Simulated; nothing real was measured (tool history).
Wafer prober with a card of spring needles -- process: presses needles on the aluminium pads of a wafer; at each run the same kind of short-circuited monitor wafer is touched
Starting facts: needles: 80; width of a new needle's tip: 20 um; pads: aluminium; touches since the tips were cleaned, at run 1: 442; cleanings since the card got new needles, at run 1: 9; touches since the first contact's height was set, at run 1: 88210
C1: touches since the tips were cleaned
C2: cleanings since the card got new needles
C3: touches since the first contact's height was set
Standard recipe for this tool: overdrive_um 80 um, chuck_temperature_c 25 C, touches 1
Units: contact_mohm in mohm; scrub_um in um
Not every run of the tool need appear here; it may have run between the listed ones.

run 1 hour=0.0 | overdrive_um=80 chuck_temperature_c=25 touches=1 | C1=442 C2=9 C3=88210 | contact_mohm=284 scrub_um=11.53
-- hour=24.5 tips cleaned on abrasive film
run 2 hour=24.5 | overdrive_um=60 chuck_temperature_c=25 touches=1 | C1=0 C2=10 C3=96458 | contact_mohm=289 scrub_um=8.58
-- hour=51.2 tips cleaned on abrasive film
run 3 hour=67.7 | overdrive_um=80 chuck_temperature_c=25 touches=2 | C1=5586 C2=11 C3=111000 | contact_mohm=335 scrub_um=11.43
-- hour=76.1 tips cleaned on abrasive film
-- hour=100.5 tips cleaned on abrasive film
run 4 hour=103.8 | overdrive_um=80 chuck_temperature_c=25 touches=1 | C1=1105 C2=13 C3=123109 | contact_mohm=311 scrub_um=11.45
-- hour=125.4 tips cleaned on abrasive film
run 5 hour=128.5 | overdrive_um=80 chuck_temperature_c=25 touches=1 | C1=1021 C2=14 C3=131393 | contact_mohm=313 scrub_um=11.38
-- hour=149.7 tips cleaned on abrasive film
run 6 hour=151.0 | overdrive_um=80 chuck_temperature_c=25 touches=1 | C1=434 C2=15 C3=138961 | contact_mohm=280 scrub_um=11.34
-- hour=174.8 tips cleaned on abrasive film
run 7 hour=192.6 | overdrive_um=80 chuck_temperature_c=25 touches=1 | C1=6002 C2=16 C3=152958 | contact_mohm=398 scrub_um=11.30
-- hour=201.5 tips cleaned on abrasive film
-- hour=226.9 tips cleaned on abrasive film
run 8 hour=230.2 | overdrive_um=80 chuck_temperature_c=25 touches=1 | C1=1131 C2=18 C3=165597 | contact_mohm=316 scrub_um=11.34
-- hour=252.5 tips cleaned on abrasive film
run 9 hour=254.1 | overdrive_um=80 chuck_temperature_c=25 touches=1 | C1=546 C2=19 C3=173620 | contact_mohm=288 scrub_um=11.36
-- hour=277.6 tips cleaned on abrasive film
run 10 hour=279.3 | overdrive_um=93 chuck_temperature_c=25 touches=1 | C1=547 C2=20 C3=182079 | contact_mohm=280 scrub_um=13.23
-- hour=302.4 tips cleaned on abrasive film
run 11 hour=315.6 | overdrive_um=93 chuck_temperature_c=25 touches=1 | C1=4474 C2=21 C3=194320 | contact_mohm=343 scrub_um=13.14
-- hour=326.7 tips cleaned on abrasive film
run 12 hour=346.9 | overdrive_um=95 chuck_temperature_c=25 touches=1 | C1=6825 C2=22 C3=204842 | contact_mohm=362 scrub_um=13.42
-- hour=349.1 height of the first contact set anew
-- hour=352.9 tips cleaned on abrasive film
run 13 hour=375.9 | overdrive_um=80 chuck_temperature_c=25 touches=1 | C1=7768 C2=23 C3=9011 | contact_mohm=417 scrub_um=11.20
-- hour=380.1 tips cleaned on abrasive film
-- hour=405.5 tips cleaned on abrasive film
run 14 hour=413.5 | overdrive_um=80 chuck_temperature_c=64 touches=1 | C1=2718 C2=25 C3=21657 | contact_mohm=374 scrub_um=11.28
-- hour=430.1 tips cleaned on abrasive film
-- hour=454.6 tips cleaned on abrasive film
run 15 hour=459.0 | overdrive_um=80 chuck_temperature_c=25 touches=1 | C1=1514 C2=27 C3=36943 | contact_mohm=321 scrub_um=11.18
-- hour=479.8 tips cleaned on abrasive film
run 16 hour=488.3 | overdrive_um=80 chuck_temperature_c=25 touches=1 | C1=2855 C2=28 C3=46784 | contact_mohm=367 scrub_um=11.20
-- hour=507.8 tips cleaned on abrasive film
run 17 hour=513.7 | overdrive_um=83 chuck_temperature_c=25 touches=2 | C1=1994 C2=29 C3=55315 | contact_mohm=302 scrub_um=11.54
-- hour=534.3 height of the first contact set anew, once more
-- hour=534.4 tips cleaned on abrasive film
run 18 hour=540.1 | overdrive_um=67 chuck_temperature_c=102 touches=2 | C1=1932 C2=30 C3=1932 | contact_mohm=341 scrub_um=9.72
-- hour=561.0 tips cleaned on abrasive film
run 19 hour=573.1 | overdrive_um=94 chuck_temperature_c=49 touches=1 | C1=4089 C2=31 C3=13042 | contact_mohm=342 scrub_um=13.60
-- hour=586.9 tips cleaned on abrasive film
run 20 hour=603.6 | overdrive_um=94 chuck_temperature_c=49 touches=1 | C1=5610 C2=32 C3=23280 | contact_mohm=360 scrub_um=13.63
-- hour=612.6 tips cleaned on abrasive film
run 21 hour=631.6 | overdrive_um=94 chuck_temperature_c=49 touches=1 | C1=6383 C2=33 C3=32691 | contact_mohm=368 scrub_um=13.60
-- hour=639.2 tips cleaned on abrasive film
run 22 hour=659.7 | overdrive_um=69 chuck_temperature_c=106 touches=1 | C1=6926 C2=34 C3=42159 | contact_mohm=458 scrub_um=9.90
-- hour=663.6 tips cleaned on abrasive film
run 23 hour=682.0 | overdrive_um=69 chuck_temperature_c=106 touches=1 | C1=6224 C2=35 C3=49648 | contact_mohm=451 scrub_um=9.95
-- hour=690.3 tips cleaned on abrasive film
run 24 hour=702.5 | overdrive_um=69 chuck_temperature_c=106 touches=1 | C1=4114 C2=36 C3=56536 | contact_mohm=437 scrub_um=9.91
-- hour=716.6 tips cleaned on abrasive film
run 25 hour=732.2 | overdrive_um=72 chuck_temperature_c=60 touches=1 | C1=5256 C2=37 C3=66528 | contact_mohm=424 scrub_um=10.38
-- hour=744.8 tips cleaned on abrasive film
-- hour=769.8 tips cleaned on abrasive film
run 26 hour=775.1 | overdrive_um=74 chuck_temperature_c=27 touches=2 | C1=1775 C2=39 C3=80928 | contact_mohm=306 scrub_um=10.61
-- hour=794.8 tips cleaned on abrasive film
run 27 hour=818.2 | overdrive_um=97 chuck_temperature_c=121 touches=2 | C1=7917 C2=40 C3=95452 | contact_mohm=334 scrub_um=13.85
-- hour=820.6 tips cleaned on abrasive film
-- hour=846.9 tips cleaned on abrasive film
run 28 hour=861.8 | overdrive_um=74 chuck_temperature_c=37 touches=1 | C1=5028 C2=42 C3=110093 | contact_mohm=418 scrub_um=10.56
-- hour=871.3 tips cleaned on abrasive film
run 29 hour=885.6 | overdrive_um=98 chuck_temperature_c=38 touches=2 | C1=4829 C2=43 C3=118090 | contact_mohm=314 scrub_um=13.99

Branching from run 29: 5 alternative next runs. What would each branch give?
-- hour=898.2 tips cleaned on abrasive film
run A hour=920.4 | overdrive_um=99 chuck_temperature_c=35 touches=2 | C1=7491 C2=44 C3=129803 | contact_mohm=? scrub_um=?
-- hour=898.2 tips cleaned on abrasive film
run B hour=920.4 | overdrive_um=98 chuck_temperature_c=38 touches=3 | C1=7491 C2=44 C3=129803 | contact_mohm=? scrub_um=?
-- hour=898.2 tips cleaned on abrasive film
run C hour=920.4 | overdrive_um=77 chuck_temperature_c=48 touches=2 | C1=7491 C2=44 C3=129803 | contact_mohm=? scrub_um=?
-- hour=898.2 tips cleaned on abrasive film
run D hour=920.4 | overdrive_um=76 chuck_temperature_c=35 touches=2 | C1=7491 C2=44 C3=129803 | contact_mohm=? scrub_um=?
-- hour=898.2 tips cleaned on abrasive film
run E hour=920.4 | overdrive_um=98 chuck_temperature_c=25 touches=1 | C1=7491 C2=44 C3=129803 | contact_mohm=? scrub_um=?

run=A contact_mohm=318 scrub_um=14.20
run=B contact_mohm=295 scrub_um=14.00
run=C contact_mohm=367 scrub_um=10.92
run=D contact_mohm=361 scrub_um=10.78
run=E contact_mohm=362 scrub_um=13.94
Stripped of hidden state, with their random variation kept, the same runs would have yielded:
run=A contact_mohm=251 scrub_um=14.44
run=B contact_mohm=253 scrub_um=14.24
run=C contact_mohm=260 scrub_um=11.15
run=D contact_mohm=252 scrub_um=11.01
run=E contact_mohm=246 scrub_um=14.18
